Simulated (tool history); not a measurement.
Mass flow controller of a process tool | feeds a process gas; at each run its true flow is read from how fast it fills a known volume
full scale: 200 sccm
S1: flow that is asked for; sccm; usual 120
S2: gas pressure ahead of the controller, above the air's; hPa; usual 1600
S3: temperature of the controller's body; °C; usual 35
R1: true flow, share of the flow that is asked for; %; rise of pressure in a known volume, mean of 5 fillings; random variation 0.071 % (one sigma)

run     hour   S1    S2  S3     R1
  1      0.0  120  1600  35  99.49
  2    247.8  120  1600  35  99.34
  3    424.1  120  1600  35  99.50
  4    650.8  120  1600  35  99.40
  5    864.6  120  1600  35  99.39
  6   1112.3  120  1600  35  99.35
  7   1417.1  120  1600  35  99.25
  8   1757.3  120  1600  35  99.35
  9   2038.3  120  1600  35  99.24
 10   2347.7  120  1600  35  99.22
 11   2572.3  120  1600  21  98.66
 12   2764.8  120  1600  35  99.13
 13   3107.5  120  1600  35  99.10
 14   3466.7  120  1600  35  99.20
 15   3759.2  120  1600  35  99.01
 16   4089.9  120  1600  35  99.05
 17   4509.1  120  1600  35  99.06
 18   4751.6  120  1600  35  98.93
 19   4940.9  120  1600  35  98.95
 20   5357.3  120  1600  35  98.92
 21   5670.5  120  1600  35  98.85
 22   6089.1  120  1600  35  98.81
 23   6332.5   32  1580  36  97.94
 24   6511.2   35  1640  35  98.04
 25   6871.2   35  1640  35  98.06
 26   7114.7   73  2430  21  98.05
 27   7405.1   73  2450  21  97.97
 28   7604.9  120  1420  30  98.41
 29   7858.4  120  1420  30  98.43
 30   8199.8   36  2180  35  98.06
 31   8603.6   25  2320  35  97.92
 32   9031.1  120  1790  40  99.63
 33   9453.7   26  1520  24  98.13
 34   9634.6   69  1600  35  98.90
 35   9937.2   44  1600  35  98.84
 36  10167.3   44  1600  35  98.75
 37  10474.7   59  1400  35  98.64
 38  10707.5  180  2110  24  99.57
 39  10971.7   51  2550  35  99.06
 40  11396.4   52  1940  24  98.24
 41  11781.1  152  1480  29  99.27
 42  12028.7   42  2500  35  98.63
 43  12255.4  120  1820  38  99.13

Not shown: 4 entries that the log had between the listed runs. Between which runs, and how does the tool's hidden state differ before and after?
Between runs 15 and 16: controller's zero set anew (hour 3919.7)
  flow at rest that the sensor doesn't see, % of full scale: -0.003 -> 0; drift of the gauge itself on true_pct, %: -0.42 -> -0.45
  measured less the result without the state, R1: -0.44 -> -0.47 %
Between runs 16 and 17: controller exchanged for a calibrated one (hour 4481.3)
  true flow over the shown one, %: -0.02 -> 0; drift of the gauge itself on true_pct, %: -0.45 -> -0.5
  measured less the result without the state, R1: -0.47 -> -0.50 %
Between runs 31 and 32: gauge calibrated (hour 9022.5)
  drift of the gauge itself on true_pct, %: -0.95 -> 0
  measured less the result without the state, R1: -0.96 -> -0.01 %
Between runs 42 and 43: controller's zero set anew (hour 12112.2)
  flow at rest that the sensor doesn't see, % of full scale: -0.003 -> 0; drift of the gauge itself on true_pct, %: -0.33 -> -0.36
  measured less the result without the state, R1: -0.37 -> -0.38 %

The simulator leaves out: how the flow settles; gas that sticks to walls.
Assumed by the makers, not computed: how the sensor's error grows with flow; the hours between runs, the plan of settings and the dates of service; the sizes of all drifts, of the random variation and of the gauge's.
